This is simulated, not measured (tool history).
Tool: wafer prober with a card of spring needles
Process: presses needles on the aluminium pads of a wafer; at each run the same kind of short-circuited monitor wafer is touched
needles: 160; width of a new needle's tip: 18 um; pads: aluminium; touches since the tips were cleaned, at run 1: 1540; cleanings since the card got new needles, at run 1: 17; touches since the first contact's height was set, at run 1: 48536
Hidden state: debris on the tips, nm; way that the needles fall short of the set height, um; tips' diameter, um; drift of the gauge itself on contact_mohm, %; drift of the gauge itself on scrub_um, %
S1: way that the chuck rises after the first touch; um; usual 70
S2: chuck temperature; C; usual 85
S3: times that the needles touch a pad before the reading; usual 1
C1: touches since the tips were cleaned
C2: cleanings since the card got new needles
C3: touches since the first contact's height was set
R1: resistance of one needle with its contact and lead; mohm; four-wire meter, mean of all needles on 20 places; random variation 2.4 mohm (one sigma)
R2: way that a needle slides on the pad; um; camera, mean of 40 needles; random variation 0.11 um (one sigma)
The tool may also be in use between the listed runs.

run 1 hour=0 | S1=70 S2=85 S3=1 | C1=1540 C2=17 C3=48536 | R1=276 R2=19.28
-- hour=4.6 tips cleaned on abrasive film
run 2 hour=10.9 | S1=70 S2=85 S3=1 | C1=1087 C2=18 C3=50410 | R1=278 R2=19.38
-- hour=19.1 tips cleaned on abrasive film
run 3 hour=21.9 | S1=70 S2=85 S3=1 | C1=475 C2=19 C3=52305 | R1=276 R2=19.28
-- hour=33.1 tips cleaned on abrasive film
run 4 hour=39.4 | S1=70 S2=85 S3=1 | C1=1097 C2=20 C3=55334 | R1=278 R2=19.33
-- hour=47 tips cleaned on abrasive film
run 5 hour=52.3 | S1=70 S2=85 S3=1 | C1=918 C2=21 C3=57561 | R1=278 R2=19.56
-- hour=61.2 tips cleaned on abrasive film
run 6 hour=68.4 | S1=70 S2=85 S3=1 | C1=1254 C2=22 C3=60354 | R1=278 R2=19.51
-- hour=75.1 tips cleaned on abrasive film
run 7 hour=79.9 | S1=68 S2=85 S3=1 | C1=841 C2=23 C3=62334 | R1=279 R2=18.79
-- hour=89.7 tips cleaned on abrasive film
run 8 hour=91.9 | S1=68 S2=85 S3=1 | C1=385 C2=24 C3=64404 | R1=279 R2=18.81
-- hour=103.7 tips cleaned on abrasive film
run 9 hour=108.1 | S1=68 S2=85 S3=1 | C1=763 C2=25 C3=67197 | R1=279 R2=18.66
-- hour=118 tips cleaned on abrasive film
run 10 hour=123.5 | S1=74 S2=85 S3=1 | C1=960 C2=26 C3=69874 | R1=277 R2=20.37
-- hour=131.5 tips cleaned on abrasive film
run 11 hour=142.6 | S1=70 S2=85 S3=1 | C1=1930 C2=27 C3=73174 | R1=272 R2=19.4
-- hour=145.5 tips cleaned on abrasive film
-- hour=159.3 tips cleaned on abrasive film
run 12 hour=159.3 | S1=70 S2=85 S3=1 | C1=0 C2=29 C3=76043 | R1=274 R2=19.61
-- hour=172.8 tips cleaned on abrasive film
run 13 hour=177.3 | S1=70 S2=85 S3=1 | C1=775 C2=30 C3=79153 | R1=277 R2=19.49
-- hour=186.9 tips cleaned on abrasive film
run 14 hour=191.7 | S1=70 S2=85 S3=1 | C1=832 C2=31 C3=81650 | R1=276 R2=19.47
-- hour=201.3 tips cleaned on abrasive film
-- hour=202.5 height of the first contact set anew
run 15 hour=207.3 | S1=70 S2=85 S3=1 | C1=1005 C2=32 C3=843 | R1=276 R2=19.4
-- hour=215.4 tips cleaned on abrasive film
run 16 hour=217.1 | S1=70 S2=85 S3=1 | C1=307 C2=33 C3=2526 | R1=271 R2=19.48
-- hour=229.2 tips cleaned on abrasive film
run 17 hour=231.6 | S1=70 S2=76 S3=2 | C1=408 C2=34 C3=5022 | R1=276 R2=19.55
-- hour=243.7 tips cleaned on abrasive film
run 18 hour=245.2 | S1=57 S2=25 S3=2 | C1=260 C2=35 C3=7380 | R1=266 R2=16.09
run 19 hour=255.3 | S1=57 S2=25 S3=2 | C1=2010 C2=35 C3=9130 | R1=262 R2=15.94
-- hour=258.2 tips cleaned on abrasive film
run 20 hour=265.8 | S1=76 S2=85 S3=1 | C1=1328 C2=36 C3=10945 | R1=277 R2=20.92
-- hour=272.2 tips cleaned on abrasive film
run 21 hour=275 | S1=70 S2=85 S3=2 | C1=484 C2=37 C3=12519 | R1=278 R2=19.54
-- hour=286.1 tips cleaned on abrasive film
run 22 hour=288.8 | S1=71 S2=36 S3=1 | C1=471 C2=38 C3=14912 | R1=262 R2=19.88
run 23 hour=298.6 | S1=63 S2=37 S3=3 | C1=2178 C2=38 C3=16619 | R1=263 R2=17.64
-- hour=300.2 tips cleaned on abrasive film
run 24 hour=308.9 | S1=73 S2=32 S3=1 | C1=1509 C2=39 C3=18390 | R1=262 R2=20.38
-- hour=314.9 tips cleaned on abrasive film
run 25 hour=321.3 | S1=73 S2=32 S3=1 | C1=1122 C2=40 C3=20534 | R1=265 R2=20.4
-- hour=328.9 tips cleaned on abrasive film
run 26 hour=340.2 | S1=68 S2=42 S3=2 | C1=1968 C2=41 C3=23800 | R1=264 R2=19.04
-- hour=343.7 tips cleaned on abrasive film
-- hour=358.9 tips cleaned on abrasive film
run 27 hour=359.2 | S1=70 S2=91 S3=2 | C1=59 C2=43 C3=27076 | R1=277 R2=19.76
-- hour=373.4 tips cleaned on abrasive film
run 28 hour=377.4 | S1=65 S2=30 S3=1 | C1=702 C2=44 C3=30225 | R1=256 R2=18.48
-- hour=388.3 tips cleaned on abrasive film
run 29 hour=390.8 | S1=51 S2=71 S3=2 | C1=422 C2=45 C3=32531 | R1=279 R2=14.44
-- hour=402.3 tips cleaned on abrasive film
run 30 hour=409.9 | S1=53 S2=51 S3=2 | C1=1310 C2=46 C3=35834 | R1=275 R2=15.13
-- hour=416.4 tips cleaned on abrasive film
run 31 hour=418.3 | S1=53 S2=51 S3=2 | C1=340 C2=47 C3=37288 | R1=275 R2=14.93
-- hour=430.5 tips cleaned on abrasive film
run 32 hour=432.2 | S1=70 S2=96 S3=3 | C1=301 C2=48 C3=39690 | R1=279 R2=19.79

Some steps in R2 between neighbouring runs. How much of each would the tool show without its hidden state too (settings, what came in, random variation), and how much is left for the hidden state, with any gauge scatter that isn't in both results?
Run 19 -> 20: S1 57 -> 76, S2 25 -> 85, S3 2 -> 1, tips cleaned on abrasive film. R2 +4.98 um: hidden state +0.07, all else +4.91.
Run 28 -> 29: S1 65 -> 51, S2 30 -> 71, S3 1 -> 2, tips cleaned on abrasive film. R2 -4.04 um: hidden state -0.07, all else -3.97.
Run 31 -> 32: S1 53 -> 70, S2 51 -> 96, S3 2 -> 3, tips cleaned on abrasive film. R2 +4.86 um: hidden state +0.11, all else +4.75.
